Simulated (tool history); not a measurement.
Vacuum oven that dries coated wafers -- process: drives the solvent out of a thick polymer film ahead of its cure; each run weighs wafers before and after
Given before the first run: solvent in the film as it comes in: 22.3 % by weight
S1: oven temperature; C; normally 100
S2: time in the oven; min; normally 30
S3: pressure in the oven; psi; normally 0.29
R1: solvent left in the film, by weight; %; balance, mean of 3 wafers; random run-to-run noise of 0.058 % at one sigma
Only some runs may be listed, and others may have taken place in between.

run,hour,S1,S2,S3,R1
1,0,100,30,0.29,3.29
2,20.4,100,30,0.29,3.31
3,54.5,100,30,0.29,3.21
4,79.7,100,30,0.29,3.25
5,103.9,100,30,0.29,3.27
6,137.1,115,30,0.29,1.24
7,166.9,115,30,0.29,1.22
8,188.3,115,33,0.29,1.09
9,231.5,105,33,0.29,2.23
# hour 235.4: vacuum gauge cleaned of residue and calibrated
10,254.7,105,33,0.29,2.2
11,287.9,100,30,0.435,4.17
12,318.8,100,30,0.435,4.15
13,350.9,100,51,0.29,2.19
# hour 372.1: vacuum gauge cleaned of residue and calibrated, once more
14,385.3,100,51,0.29,1.83
15,417.6,100,26,0.245,3.61
16,462.6,107,26,0.245,2.3
17,483,93,43,0.206,2.84
18,518,112,30,1.041,3.95
# hour 551.7: oven's thermocouples calibrated
19,558.3,112,30,1.041,3.76
20,583.9,100,30,0.98,6.05

Run 21, settings as shown, results not yet in. Your forecast:
21,616,108,20,0.29,?

{"run 21": {"R1": 2.96}}
On a tool with no hidden condition, and with the same random variation, this run would have come out at R1 2.92 %.
